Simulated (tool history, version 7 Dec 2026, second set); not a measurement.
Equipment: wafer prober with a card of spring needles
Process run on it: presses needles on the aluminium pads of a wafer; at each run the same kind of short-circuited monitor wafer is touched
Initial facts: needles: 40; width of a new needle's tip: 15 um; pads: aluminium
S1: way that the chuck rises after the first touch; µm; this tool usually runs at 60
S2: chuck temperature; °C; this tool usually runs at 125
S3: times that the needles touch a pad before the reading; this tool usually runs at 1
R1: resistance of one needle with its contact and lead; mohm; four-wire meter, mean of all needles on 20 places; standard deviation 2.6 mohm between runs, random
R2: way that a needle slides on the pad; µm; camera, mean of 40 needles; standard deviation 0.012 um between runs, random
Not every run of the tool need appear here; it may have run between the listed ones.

{"run": 1, "day": 0.0, "S1": 60, "S2": 125, "S3": 1, "R1": 320, "R2": 10.72}
{"run": 2, "day": 1.325, "S1": 60, "S2": 93, "S3": 1, "R1": 335, "R2": 10.76}
{"run": 3, "day": 2.883, "S1": 60, "S2": 93, "S3": 1, "R1": 392, "R2": 10.72}
{"run": 4, "day": 4.554, "S1": 60, "S2": 93, "S3": 1, "R1": 334, "R2": 10.71}
{"run": 5, "day": 6.429, "S1": 60, "S2": 93, "S3": 1, "R1": 353, "R2": 10.78}
{"run": 6, "day": 8.321, "S1": 60, "S2": 93, "S3": 1, "R1": 363, "R2": 10.73}
{"run": 7, "day": 10.346, "S1": 60, "S2": 93, "S3": 1, "R1": 401, "R2": 10.79}
{"run": 8, "day": 12.35, "S1": 60, "S2": 46, "S3": 1, "R1": 403, "R2": 10.74}
{"run": 9, "day": 13.388, "S1": 60, "S2": 34, "S3": 1, "R1": 371, "R2": 10.7}
{"run": 10, "day": 14.858, "S1": 60, "S2": 34, "S3": 1, "R1": 395, "R2": 10.78}
{"run": 11, "day": 16.142, "S1": 60, "S2": 49, "S3": 1, "R1": 387, "R2": 10.77}
{"run": 12, "day": 17.771, "S1": 56, "S2": 49, "S3": 1, "R1": 362, "R2": 10.01}
{"run": 13, "day": 18.754, "S1": 60, "S2": 125, "S3": 1, "R1": 416, "R2": 10.71}
{"run": 14, "day": 20.933, "S1": 60, "S2": 125, "S3": 1, "R1": 344, "R2": 10.76}
{"run": 15, "day": 22.225, "S1": 60, "S2": 125, "S3": 1, "R1": 350, "R2": 10.72}
{"run": 16, "day": 23.904, "S1": 60, "S2": 125, "S3": 1, "R1": 424, "R2": 10.71}
{"run": 17, "day": 25.225, "S1": 60, "S2": 125, "S3": 1, "R1": 324, "R2": 10.74}
{"run": 18, "day": 27.442, "S1": 60, "S2": 41, "S3": 1, "R1": 364, "R2": 10.72}
{"run": 19, "day": 29.521, "S1": 60, "S2": 41, "S3": 1, "R1": 403, "R2": 10.77}
{"run": 20, "day": 30.871, "S1": 60, "S2": 41, "S3": 1, "R1": 290, "R2": 10.73}
{"run": 21, "day": 31.875, "S1": 60, "S2": 41, "S3": 1, "R1": 408, "R2": 10.71}
{"run": 22, "day": 33.038, "S1": 60, "S2": 125, "S3": 1, "R1": 413, "R2": 10.68}
{"run": 23, "day": 34.367, "S1": 60, "S2": 26, "S3": 1, "R1": 420, "R2": 10.78}
{"run": 24, "day": 36.417, "S1": 60, "S2": 31, "S3": 2, "R1": 283, "R2": 10.72}
{"run": 25, "day": 38.621, "S1": 55, "S2": 26, "S3": 2, "R1": 339, "R2": 9.88}
{"run": 26, "day": 40.904, "S1": 55, "S2": 26, "S3": 2, "R1": 300, "R2": 9.82}
{"run": 27, "day": 42.683, "S1": 55, "S2": 26, "S3": 2, "R1": 376, "R2": 9.89}
{"run": 28, "day": 44.2, "S1": 49, "S2": 106, "S3": 1, "R1": 383, "R2": 8.78}
{"run": 29, "day": 45.8, "S1": 45, "S2": 95, "S3": 1, "R1": 520, "R2": 8.04}

The log once held 83 entries between its listed runs, left out of this copy. Where does each go, and what is different about the tool's unlogged condition between the listed run before it and the listed run after it?
Logged between run 1 and run 2: tips cleaned on abrasive film (day 0.592); height of the first contact set anew (day 1.012); tips cleaned on abrasive film (day 1.254)
  debris on the tips, nm: 20 -> 62; way that the needles fall short of the set height, um: 0.4 -> 0.09; tips' diameter, um: 17.04 -> 17.78
  measured value less the no-hidden-state value, R1: +13 -> +41 mohm; R2: -0.07 -> -0.01 µm
Logged between run 2 and run 3: tips cleaned on abrasive film (day 1.875); tips cleaned on abrasive film (day 2.525)
  debris on the tips, nm: 62 -> 152.5; way that the needles fall short of the set height, um: 0.09 -> 0.22; tips' diameter, um: 17.78 -> 17.83
  measured value less the no-hidden-state value, R1: +41 -> +97 mohm; R2: -0.01 -> -0.04 µm
Logged between run 3 and run 4: tips cleaned on abrasive film (day 3.158); tips cleaned on abrasive film (day 3.808); tips cleaned on abrasive film (day 4.462)
  debris on the tips, nm: 152.5 -> 65.3; way that the needles fall short of the set height, um: 0.22 -> 0.44; tips' diameter, um: 17.83 -> 17.91
  measured value less the no-hidden-state value, R1: +97 -> +44 mohm; R2: -0.04 -> -0.08 µm
Logged between run 4 and run 5: tips cleaned on abrasive film (day 5.038); tips cleaned on abrasive film (day 5.642); height of the first contact set anew (day 5.654); tips cleaned on abrasive film (day 6.300)
  debris on the tips, nm: 65.3 -> 86.8; way that the needles fall short of the set height, um: 0.44 -> 0.09; tips' diameter, um: 17.91 -> 17.99
  measured value less the no-hidden-state value, R1: +44 -> +58 mohm; R2: -0.08 -> -0.01 µm
Logged between run 5 and run 6: tips cleaned on abrasive film (day 6.946); tips cleaned on abrasive film (day 7.554); tips cleaned on abrasive film (day 8.104)
  debris on the tips, nm: 86.8 -> 110.7; way that the needles fall short of the set height, um: 0.09 -> 0.3; tips' diameter, um: 17.99 -> 18.06
  measured value less the no-hidden-state value, R1: +58 -> +73 mohm; R2: -0.01 -> -0.06 µm
Logged between run 6 and run 7: tips cleaned on abrasive film (day 8.733); tips cleaned on abrasive film (day 9.342); tips cleaned on abrasive film (day 9.979); height of the first contact set anew (day 10.254)
  debris on the tips, nm: 110.7 -> 159.1; way that the needles fall short of the set height, um: 0.3 -> 0; tips' diameter, um: 18.06 -> 18.13
  measured value less the no-hidden-state value, R1: +73 -> +105 mohm; R2: -0.06 -> +0.00 µm
Logged between run 7 and run 8: tips cleaned on abrasive film (day 10.579); tips cleaned on abrasive film (day 11.212); tips cleaned on abrasive film (day 11.762); tips cleaned on abrasive film, once more (day 11.904)
  debris on the tips, nm: 159.1 -> 169.5; way that the needles fall short of the set height, um: 0 -> 0.34; tips' diameter, um: 18.13 -> 18.24
  measured value less the no-hidden-state value, R1: +105 -> +122 mohm; R2: +0.00 -> -0.06 µm
Logged between run 8 and run 9: tips cleaned on abrasive film (day 12.492); tips cleaned on abrasive film (day 13.117)
  debris on the tips, nm: 169.5 -> 118.9; way that the needles fall short of the set height, um: 0.34 -> 0.44; tips' diameter, um: 18.24 -> 18.28
  measured value less the no-hidden-state value, R1: +122 -> +89 mohm; R2: -0.06 -> -0.08 µm
Logged between run 9 and run 10: tips cleaned on abrasive film (day 13.800); tips cleaned on abrasive film (day 14.462); height of the first contact set anew (day 14.858)
  debris on the tips, nm: 118.9 -> 161.7; way that the needles fall short of the set height, um: 0.44 -> 0; tips' diameter, um: 18.28 -> 18.33
  measured value less the no-hidden-state value, R1: +89 -> +118 mohm; R2: -0.08 -> +0.00 µm
Logged between run 10 and run 11: tips cleaned on abrasive film (day 15.071); tips cleaned on abrasive film (day 15.758)
  debris on the tips, nm: 161.7 -> 153.6; way that the needles fall short of the set height, um: 0 -> 0.15; tips' diameter, um: 18.33 -> 18.39
  measured value less the no-hidden-state value, R1: +118 -> +109 mohm; R2: +0.00 -> -0.03 µm
Logged between run 11 and run 12: tips cleaned on abrasive film (day 16.350); tips cleaned on abrasive film (day 17.000); tips cleaned on abrasive film (day 17.612)
  debris on the tips, nm: 153.6 -> 94.3; way that the needles fall short of the set height, um: 0.15 -> 0.38; tips' diameter, um: 18.39 -> 18.46
  measured value less the no-hidden-state value, R1: +109 -> +79 mohm; R2: -0.03 -> -0.07 µm
Logged between run 12 and run 13: tips cleaned on abrasive film (day 18.283)
  debris on the tips, nm: 94.3 -> 163.7; way that the needles fall short of the set height, um: 0.38 -> 0.46; tips' diameter, um: 18.46 -> 18.5
  measured value less the no-hidden-state value, R1: +79 -> +108 mohm; R2: -0.07 -> -0.08 µm
Logged between run 13 and run 14: tips cleaned on abrasive film (day 18.883); tips cleaned on abrasive film (day 19.529); height of the first contact set anew (day 19.542); tips cleaned on abrasive film (day 20.196); tips cleaned on abrasive film (day 20.850)
  debris on the tips, nm: 163.7 -> 51.9; way that the needles fall short of the set height, um: 0.46 -> 0.16; tips' diameter, um: 18.5 -> 18.6
  measured value less the no-hidden-state value, R1: +108 -> +37 mohm; R2: -0.08 -> -0.03 µm
Logged between run 14 and run 15: tips cleaned on abrasive film (day 21.533); tips cleaned on abrasive film (day 22.158)
  debris on the tips, nm: 51.9 -> 56.2; way that the needles fall short of the set height, um: 0.16 -> 0.3; tips' diameter, um: 18.6 -> 18.65
  measured value less the no-hidden-state value, R1: +37 -> +41 mohm; R2: -0.03 -> -0.06 µm
Logged between run 15 and run 16: tips cleaned on abrasive film (day 22.746); tips cleaned on abrasive film (day 23.375)
  debris on the tips, nm: 56.2 -> 170.7; way that the needles fall short of the set height, um: 0.3 -> 0.46; tips' diameter, um: 18.65 -> 18.71
  measured value less the no-hidden-state value, R1: +41 -> +115 mohm; R2: -0.06 -> -0.08 µm
Logged between run 16 and run 17: tips cleaned on abrasive film (day 24.046); height of the first contact set anew (day 24.167); tips cleaned on abrasive film (day 24.654); tips cleaned on abrasive film (day 25.225)
  debris on the tips, nm: 170.7 -> 19.3; way that the needles fall short of the set height, um: 0.46 -> 0.18; tips' diameter, um: 18.71 -> 18.8
  measured value less the no-hidden-state value, R1: +115 -> +16 mohm; R2: -0.08 -> -0.04 µm
Logged between run 17 and run 18: tips cleaned on abrasive film (day 25.883); tips cleaned on abrasive film (day 26.538); tips cleaned on abrasive film (day 27.204)
  debris on the tips, nm: 19.3 -> 111.4; way that the needles fall short of the set height, um: 0.18 -> 0.38; tips' diameter, um: 18.8 -> 18.86
  measured value less the no-hidden-state value, R1: +16 -> +86 mohm; R2: -0.04 -> -0.07 µm
Logged between run 18 and run 19: tips cleaned on abrasive film (day 27.812); tips cleaned on abrasive film (day 28.496); height of the first contact set anew (day 28.829); tips cleaned on abrasive film (day 29.088)
  debris on the tips, nm: 111.4 -> 159.2; way that the needles fall short of the set height, um: 0.38 -> 0.08; tips' diameter, um: 18.86 -> 18.95
  measured value less the no-hidden-state value, R1: +86 -> +122 mohm; R2: -0.07 -> -0.01 µm
Logged between run 19 and run 20: tips cleaned on abrasive film (day 29.662); tips cleaned on abrasive film (day 30.304); tips cleaned on abrasive film (day 30.871)
  debris on the tips, nm: 159.2 -> 10; way that the needles fall short of the set height, um: 0.08 -> 0.27; tips' diameter, um: 18.95 -> 19.02
  measured value less the no-hidden-state value, R1: +122 -> +11 mohm; R2: -0.01 -> -0.05 µm
Logged between run 20 and run 21: tips cleaned on abrasive film (day 31.462)
  debris on the tips, nm: 10 -> 167.7; way that the needles fall short of the set height, um: 0.27 -> 0.36; tips' diameter, um: 19.02 -> 19.05
  measured value less the no-hidden-state value, R1: +11 -> +130 mohm; R2: -0.05 -> -0.06 µm
Logged between run 21 and run 22: tips cleaned on abrasive film (day 32.017); tips cleaned on abrasive film (day 32.671)
  debris on the tips, nm: 167.7 -> 154.8; way that the needles fall short of the set height, um: 0.36 -> 0.54; tips' diameter, um: 19.05 -> 19.11
  measured value less the no-hidden-state value, R1: +130 -> +108 mohm; R2: -0.06 -> -0.10 µm
Logged between run 22 and run 23: tips cleaned on abrasive film (day 33.279); height of the first contact set anew (day 33.429); tips cleaned on abrasive film (day 33.842)
  debris on the tips, nm: 154.8 -> 183.4; way that the needles fall short of the set height, um: 0.54 -> 0.06; tips' diameter, um: 19.11 -> 19.15
  measured value less the no-hidden-state value, R1: +108 -> +145 mohm; R2: -0.10 -> -0.01 µm
Logged between run 23 and run 24: tips cleaned on abrasive film (day 34.508); tips cleaned on abrasive film (day 35.192); tips cleaned on abrasive film (day 35.842); tips cleaned on abrasive film (day 36.417)
  debris on the tips, nm: 183.4 -> 14.5; way that the needles fall short of the set height, um: 0.06 -> 0.38; tips' diameter, um: 19.15 -> 19.26
  measured value less the no-hidden-state value, R1: +145 -> +10 mohm; R2: -0.01 -> -0.07 µm
Logged between run 24 and run 25: tips cleaned on abrasive film (day 37.104); tips cleaned on abrasive film (day 37.788); height of the first contact set anew (day 38.046); tips cleaned on abrasive film (day 38.450)
  debris on the tips, nm: 14.5 -> 106.2; way that the needles fall short of the set height, um: 0.38 -> 0.07; tips' diameter, um: 19.26 -> 19.35
  measured value less the no-hidden-state value, R1: +10 -> +63 mohm; R2: -0.07 -> -0.02 µm
Logged between run 25 and run 26: tips cleaned on abrasive film (day 39.008); tips cleaned on abrasive film (day 39.642); tips cleaned on abrasive film (day 40.254); tips cleaned on abrasive film (day 40.892)
  debris on the tips, nm: 106.2 -> 22.4; way that the needles fall short of the set height, um: 0.07 -> 0.32; tips' diameter, um: 19.35 -> 19.43
  measured value less the no-hidden-state value, R1: +63 -> +18 mohm; R2: -0.02 -> -0.06 µm
Logged between run 26 and run 27: tips cleaned on abrasive film (day 41.542); tips cleaned on abrasive film (day 42.208); height of the first contact set anew (day 42.683)
  debris on the tips, nm: 22.4 -> 168.3; way that the needles fall short of the set height, um: 0.32 -> 0; tips' diameter, um: 19.43 -> 19.48
  measured value less the no-hidden-state value, R1: +18 -> +99 mohm; R2: -0.06 -> +0.00 µm
Logged between run 27 and run 28: tips cleaned on abrasive film (day 42.825); tips cleaned on abrasive film (day 43.462); tips cleaned on abrasive film (day 44.083)
  debris on the tips, nm: 168.3 -> 76.7; way that the needles fall short of the set height, um: 0 -> 0.19; tips' diameter, um: 19.48 -> 19.55
  measured value less the no-hidden-state value, R1: +99 -> +84 mohm; R2: +0.00 -> -0.03 µm
Logged between run 28 and run 29: tips cleaned on abrasive film (day 44.746); tips cleaned on abrasive film (day 45.396)
  debris on the tips, nm: 76.7 -> 168.5; way that the needles fall short of the set height, um: 0.19 -> 0.33; tips' diameter, um: 19.55 -> 19.6
  measured value less the no-hidden-state value, R1: +84 -> +216 mohm; R2: -0.03 -> -0.05 µm
